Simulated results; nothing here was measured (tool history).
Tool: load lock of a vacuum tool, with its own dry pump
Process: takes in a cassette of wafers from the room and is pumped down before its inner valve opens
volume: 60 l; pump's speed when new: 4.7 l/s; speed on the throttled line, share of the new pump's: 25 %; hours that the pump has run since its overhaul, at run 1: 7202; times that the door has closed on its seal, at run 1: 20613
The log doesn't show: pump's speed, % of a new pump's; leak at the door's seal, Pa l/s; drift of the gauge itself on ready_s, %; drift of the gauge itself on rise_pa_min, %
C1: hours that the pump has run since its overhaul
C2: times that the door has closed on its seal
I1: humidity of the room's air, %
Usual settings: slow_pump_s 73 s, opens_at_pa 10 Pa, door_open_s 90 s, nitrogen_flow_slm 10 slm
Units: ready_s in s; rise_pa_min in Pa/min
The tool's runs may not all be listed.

Run 1, hour 0: usual settings; C1 7202; C2 20613; I1 46.1. Result: ready_s 176.8 s, rise_pa_min 0.152 Pa/min.
Run 2, hour 189.4: usual settings but slow_pump_s 127 s; C1 7391; C2 21431; I1 45. Result: ready_s 217.4 s, rise_pa_min 0.164 Pa/min.
Run 3, hour 366.1: usual settings; C1 7568; C2 22194; I1 42.3. Result: ready_s 178.8 s, rise_pa_min 0.159 Pa/min.
Run 4, hour 462.9: usual settings; C1 7665; C2 22612; I1 44. Result: ready_s 179.5 s, rise_pa_min 0.161 Pa/min.
Run 5, hour 607.1: usual settings but slow_pump_s 65 s; C1 7809; C2 23235; I1 43.6. Result: ready_s 173.2 s, rise_pa_min 0.17 Pa/min.
Run 6, hour 738.2: usual settings but slow_pump_s 65 s; C1 7940; C2 23801; I1 47.2. Result: ready_s 172.7 s, rise_pa_min 0.174 Pa/min.
Run 7, hour 840.4: usual settings but slow_pump_s 65 s; C1 8042; C2 24242; I1 44.7. Result: ready_s 170.6 s, rise_pa_min 0.179 Pa/min.
Run 8, hour 941.2: usual settings but slow_pump_s 65 s; C1 8143; C2 24678; I1 44.3. Result: ready_s 174.9 s, rise_pa_min 0.178 Pa/min.
Run 9, hour 1140.8: usual settings but slow_pump_s 65 s, nitrogen_flow_slm 5 slm; C1 8343; C2 25540; I1 46.4. Result: ready_s 173.3 s, rise_pa_min 0.189 Pa/min.
Run 10, hour 1237.7: usual settings; C1 8440; C2 25958; I1 44.7. Result: ready_s 179.8 s, rise_pa_min 0.193 Pa/min.
Run 11, hour 1356.3: usual settings; C1 8558; C2 26470; I1 43.4. Result: ready_s 179.5 s, rise_pa_min 0.195 Pa/min.
Run 12, hour 1541.2: usual settings; C1 8743; C2 27268; I1 41.6. Result: ready_s 178.5 s, rise_pa_min 0.199 Pa/min.
Run 13, hour 1623.9: usual settings but opens_at_pa 7 Pa; C1 8826; C2 27626; I1 44. Result: ready_s 184 s, rise_pa_min 0.202 Pa/min.
Run 14, hour 1721: usual settings but opens_at_pa 7 Pa; C1 8923; C2 28045; I1 44.1. Result: ready_s 182.5 s, rise_pa_min 0.208 Pa/min.
Run 15, hour 1807.1: usual settings but slow_pump_s 45 s; C1 9009; C2 28417; I1 47.1. Result: ready_s 158.4 s, rise_pa_min 0.215 Pa/min.
Run 16, hour 1938: usual settings; C1 9140; C2 28982; I1 44.4. Result: ready_s 179.4 s, rise_pa_min 0.213 Pa/min.
Run 17, hour 2139.7: usual settings but slow_pump_s 71 s; C1 9342; C2 29853; I1 43.8. Result: ready_s 178.6 s, rise_pa_min 0.224 Pa/min.
Run 18, hour 2222.7: usual settings but slow_pump_s 71 s; C1 9425; C2 30211; I1 44.2. Result: ready_s 176.3 s, rise_pa_min 0.227 Pa/min.
Run 19, hour 2377.4: usual settings; C1 9579; C2 30880; I1 42.3. Result: ready_s 178.2 s, rise_pa_min 0.232 Pa/min.
Run 20, hour 2498.6: usual settings but slow_pump_s 125 s, opens_at_pa 16 Pa, door_open_s 108 s, nitrogen_flow_slm 4 slm; C1 9701; C2 31403; I1 44. Result: ready_s 212.1 s, rise_pa_min 0.245 Pa/min.
Run 21, hour 2589.3: usual settings but slow_pump_s 61 s, opens_at_pa 18 Pa, door_open_s 108 s, nitrogen_flow_slm 4 slm; C1 9791; C2 31794; I1 45.7. Result: ready_s 161.8 s, rise_pa_min 0.258 Pa/min.
Run 22, hour 2773.9: usual settings but slow_pump_s 61 s, opens_at_pa 18 Pa, door_open_s 239 s, nitrogen_flow_slm 4 slm; C1 9976; C2 32592; I1 48.7. Result: ready_s 163.5 s, rise_pa_min 0.302 Pa/min.
Run 23, hour 2951: usual settings but slow_pump_s 61 s, opens_at_pa 18 Pa, door_open_s 239 s, nitrogen_flow_slm 4 slm; C1 10153; C2 33356; I1 45.8. Result: ready_s 163.3 s, rise_pa_min 0.296 Pa/min.
Run 24, hour 3122.2: usual settings but slow_pump_s 125 s, opens_at_pa 18 Pa, door_open_s 52 s, nitrogen_flow_slm 5 slm; C1 10324; C2 34096; I1 45.5. Result: ready_s 212.3 s, rise_pa_min 0.249 Pa/min.
Run 25, hour 3292.2: usual settings but slow_pump_s 125 s, opens_at_pa 18 Pa, door_open_s 52 s, nitrogen_flow_slm 5 slm; C1 10494; C2 34830; I1 46.3. Result: ready_s 208.8 s, rise_pa_min 0.259 Pa/min.
Run 26, hour 3458.3: usual settings but slow_pump_s 125 s, opens_at_pa 13 Pa, door_open_s 52 s, nitrogen_flow_slm 33 slm; C1 10660; C2 35547; I1 47.9. Result: ready_s 215.5 s, rise_pa_min 0.252 Pa/min.
Run 27, hour 3581.9: usual settings but slow_pump_s 92 s, opens_at_pa 13 Pa, door_open_s 52 s, nitrogen_flow_slm 33 slm; C1 10784; C2 36081; I1 43.6. Result: ready_s 192.4 s, rise_pa_min 0.255 Pa/min.
Run 28, hour 3735.9: usual settings but slow_pump_s 92 s, opens_at_pa 13 Pa, door_open_s 52 s, nitrogen_flow_slm 33 slm; C1 10938; C2 36746; I1 41.4. Result: ready_s 190.8 s, rise_pa_min 0.258 Pa/min.
Run 29, hour 3835.2: usual settings but slow_pump_s 77 s, door_open_s 58 s; C1 11037; C2 37174; I1 50. Result: ready_s 184.4 s, rise_pa_min 0.289 Pa/min.
Run 30, hour 3986.9: usual settings but slow_pump_s 85 s, opens_at_pa 15 Pa, door_open_s 58 s; C1 11189; C2 37830; I1 45. Result: ready_s 183.5 s, rise_pa_min 0.283 Pa/min.
Run 31, hour 4150.8: usual settings but slow_pump_s 75 s, opens_at_pa 12 Pa, door_open_s 152 s; C1 11353; C2 38538; I1 43.5. Result: ready_s 181.8 s, rise_pa_min 0.316 Pa/min.
Run 32, hour 4326.8: usual settings but slow_pump_s 75 s, opens_at_pa 18 Pa, door_open_s 152 s; C1 11529; C2 39297; I1 45.9. Result: ready_s 174.6 s, rise_pa_min 0.328 Pa/min.
Run 33, hour 4473.6: usual settings but slow_pump_s 75 s, opens_at_pa 18 Pa, door_open_s 152 s; C1 11676; C2 39931; I1 44.8. Result: ready_s 174 s, rise_pa_min 0.332 Pa/min.
Run 34, hour 4605.5: usual settings but opens_at_pa 15 Pa, door_open_s 58 s, nitrogen_flow_slm 9 slm; C1 11807; C2 40501; I1 46.2. Result: ready_s 174.7 s, rise_pa_min 0.317 Pa/min.

Forecast run 35:
Run 35, hour 4784.2: usual settings but opens_at_pa 15 Pa, door_open_s 58 s, nitrogen_flow_slm 9 slm; C1 11986; C2 41272; I1 48.6. Result: ready_s ?, rise_pa_min ?.

ready_s: 175.8 s
rise_pa_min: 0.329 Pa/min
Without the tool's hidden state the same run would have given ready_s 168.6 s, rise_pa_min 0.041 Pa/min.
